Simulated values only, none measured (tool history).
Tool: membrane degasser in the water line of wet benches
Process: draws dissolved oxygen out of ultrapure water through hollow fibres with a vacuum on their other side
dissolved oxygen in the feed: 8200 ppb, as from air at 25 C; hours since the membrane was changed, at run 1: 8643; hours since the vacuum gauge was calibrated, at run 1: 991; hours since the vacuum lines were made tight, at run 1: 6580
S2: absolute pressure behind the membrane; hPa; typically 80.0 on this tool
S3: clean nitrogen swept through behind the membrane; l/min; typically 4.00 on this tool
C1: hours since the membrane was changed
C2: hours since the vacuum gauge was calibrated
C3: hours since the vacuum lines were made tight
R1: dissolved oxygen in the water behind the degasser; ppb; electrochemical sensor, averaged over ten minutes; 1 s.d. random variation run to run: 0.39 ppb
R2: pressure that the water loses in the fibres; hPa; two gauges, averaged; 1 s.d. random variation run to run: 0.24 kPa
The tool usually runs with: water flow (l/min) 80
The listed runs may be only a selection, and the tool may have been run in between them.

run 1 hour=0.0 | water_flow_(l/min)=80 S2=80.0 S3=4.00 | C1=8643 C2=991 C3=6580 | R1=212.2 R2=639.1
run 2 hour=160.4 | water_flow_(l/min)=80 S2=80.0 S3=4.00 | C1=8803 C2=1152 C3=6740 | R1=212.6 R2=633.4
run 3 hour=385.4 | water_flow_(l/min)=80 S2=80.0 S3=4.00 | C1=9028 C2=1377 C3=6965 | R1=212.5 R2=639.6
-- hour=514.2 seals of the vacuum lines changed
run 4 hour=619.4 | water_flow_(l/min)=116 S2=80.0 S3=4.00 | C1=9260 C2=1609 C3=105 | R1=297.9 R2=928.4
run 5 hour=812.8 | water_flow_(l/min)=116 S2=168.8 S3=4.00 | C1=9453 C2=1802 C3=299 | R1=784.2 R2=925.3
run 6 hour=949.6 | water_flow_(l/min)=80 S2=80.0 S3=4.00 | C1=9590 C2=1939 C3=435 | R1=213.2 R2=637.8
run 7 hour=1179.9 | water_flow_(l/min)=80 S2=80.0 S3=4.00 | C1=9820 C2=2169 C3=666 | R1=212.3 R2=638.8
run 8 hour=1287.2 | water_flow_(l/min)=80 S2=80.0 S3=4.00 | C1=9928 C2=2276 C3=773 | R1=213.2 R2=640.2
-- hour=1310.6 vacuum gauge calibrated
run 9 hour=1497.6 | water_flow_(l/min)=110 S2=118.7 S3=4.00 | C1=10138 C2=187 C3=983 | R1=494.4 R2=879.3
run 10 hour=1597.9 | water_flow_(l/min)=48 S2=139.9 S3=3.15 | C1=10238 C2=287 C3=1083 | R1=363.9 R2=384.3
run 11 hour=1743.2 | water_flow_(l/min)=91 S2=50.8 S3=3.15 | C1=10383 C2=433 C3=1228 | R1=121.5 R2=724.3
run 12 hour=1972.1 | water_flow_(l/min)=91 S2=50.8 S3=1.87 | C1=10612 C2=662 C3=1457 | R1=181.6 R2=722.5
-- hour=2045.4 vacuum gauge calibrated, once more
run 13 hour=2167.8 | water_flow_(l/min)=80 S2=172.0 S3=1.84 | C1=10807 C2=122 C3=1653 | R1=1074.9 R2=641.2
run 14 hour=2299.9 | water_flow_(l/min)=104 S2=80.0 S3=4.00 | C1=10939 C2=254 C3=1785 | R1=270.4 R2=832.7

Forecast each of these 4 alternatives for the next run:
run A hour=2487.7 | water_flow_(l/min)=104 S2=59.8 S3=4.00 | C1=11127 C2=442 C3=1972 | R1=? R2=?
run B hour=2487.7 | water_flow_(l/min)=80 S2=64.5 S3=4.00 | C1=11127 C2=442 C3=1972 | R1=? R2=?
run C hour=2487.7 | water_flow_(l/min)=104 S2=128.3 S3=4.00 | C1=11127 C2=442 C3=1972 | R1=? R2=?
run D hour=2487.7 | water_flow_(l/min)=80 S2=80.0 S3=8.48 | C1=11127 C2=442 C3=1972 | R1=? R2=?

run=A R1=162.1 R2=831.6
run=B R1=146.4 R2=647.3
run=C R1=520.2 R2=837.8
run=D R1=109.2 R2=640.9
With no hidden state in the tool, these same runs would have given:
run=A R1=159.4 R2=804.7
run=B R1=144.8 R2=626.4
run=C R1=517.6 R2=810.7
run=D R1=108.1 R2=620.1
